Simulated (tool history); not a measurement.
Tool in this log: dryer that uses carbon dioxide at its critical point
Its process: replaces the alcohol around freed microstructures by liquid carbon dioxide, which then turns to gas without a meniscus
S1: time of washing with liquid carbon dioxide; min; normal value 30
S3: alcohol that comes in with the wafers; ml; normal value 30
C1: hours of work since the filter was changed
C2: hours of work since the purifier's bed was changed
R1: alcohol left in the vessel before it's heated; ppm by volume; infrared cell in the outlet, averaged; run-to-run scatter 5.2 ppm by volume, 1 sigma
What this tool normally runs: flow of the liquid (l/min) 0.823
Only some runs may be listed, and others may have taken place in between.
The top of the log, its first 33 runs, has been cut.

{"run": 34, "hour": 729.8, "S1": 42, "flow of the liquid (l/min)": 1.345, "S3": 81, "C1": 45, "C2": 520, "R1": 203}
{"run": 35, "hour": 752.7, "S1": 42, "flow of the liquid (l/min)": 0.729, "S3": 27, "C1": 55, "C2": 530, "R1": 245}
{"run": 36, "hour": 772.0, "S1": 18, "flow of the liquid (l/min)": 1.233, "S3": 21, "C1": 63, "C2": 538, "R1": 315}
{"run": 37, "hour": 794.3, "S1": 18, "flow of the liquid (l/min)": 0.999, "S3": 21, "C1": 73, "C2": 548, "R1": 446}
{"run": 38, "hour": 823.0, "S1": 46, "flow of the liquid (l/min)": 1.139, "S3": 82, "C1": 85, "C2": 561, "R1": 219}
{"run": 39, "hour": 847.3, "S1": 27, "flow of the liquid (l/min)": 0.927, "S3": 95, "C1": 96, "C2": 571, "R1": 535}
{"run": 40, "hour": 868.4, "S1": 40, "flow of the liquid (l/min)": 0.927, "S3": 62, "C1": 105, "C2": 581, "R1": 236}
{"run": 41, "hour": 897.6, "S1": 40, "flow of the liquid (l/min)": 0.927, "S3": 62, "C1": 118, "C2": 593, "R1": 250}
{"run": 42, "hour": 924.2, "S1": 40, "flow of the liquid (l/min)": 0.927, "S3": 62, "C1": 130, "C2": 605, "R1": 270}
{"run": 43, "hour": 940.7, "S1": 30, "flow of the liquid (l/min)": 0.856, "S3": 30, "C1": 137, "C2": 612, "R1": 356}
{"run": 44, "hour": 958.6, "S1": 30, "flow of the liquid (l/min)": 0.856, "S3": 30, "C1": 145, "C2": 620, "R1": 353}
{"run": 45, "hour": 973.5, "S1": 44, "flow of the liquid (l/min)": 0.66, "S3": 33, "C1": 151, "C2": 627, "R1": 320}
{"run": 46, "hour": 992.6, "S1": 29, "flow of the liquid (l/min)": 0.823, "S3": 64, "C1": 160, "C2": 635, "R1": 560}

5 options for the next run, each taken on its own from the tool as it stands now. Forecast them:
{"run": "A", "hour": 1009.6, "S1": 29, "flow of the liquid (l/min)": 0.823, "S3": 32, "C1": 167, "C2": 642, "R1": "?"}
{"run": "B", "hour": 1009.6, "S1": 28, "flow of the liquid (l/min)": 0.993, "S3": 115, "C1": 167, "C2": 642, "R1": "?"}
{"run": "C", "hour": 1009.6, "S1": 29, "flow of the liquid (l/min)": 0.723, "S3": 21, "C1": 167, "C2": 642, "R1": "?"}
{"run": "D", "hour": 1009.6, "S1": 29, "flow of the liquid (l/min)": 0.823, "S3": 51, "C1": 167, "C2": 642, "R1": "?"}
{"run": "E", "hour": 1009.6, "S1": 28, "flow of the liquid (l/min)": 0.687, "S3": 69, "C1": 167, "C2": 642, "R1": "?"}

run=A R1=410
run=B R1=545
run=C R1=422
run=D R1=524
run=E R1=1031
Stripped of hidden state, with their random variation kept, the same runs would have yielded:
run=A R1=116
run=B R1=191
run=C R1=129
run=D R1=185
run=E R1=564
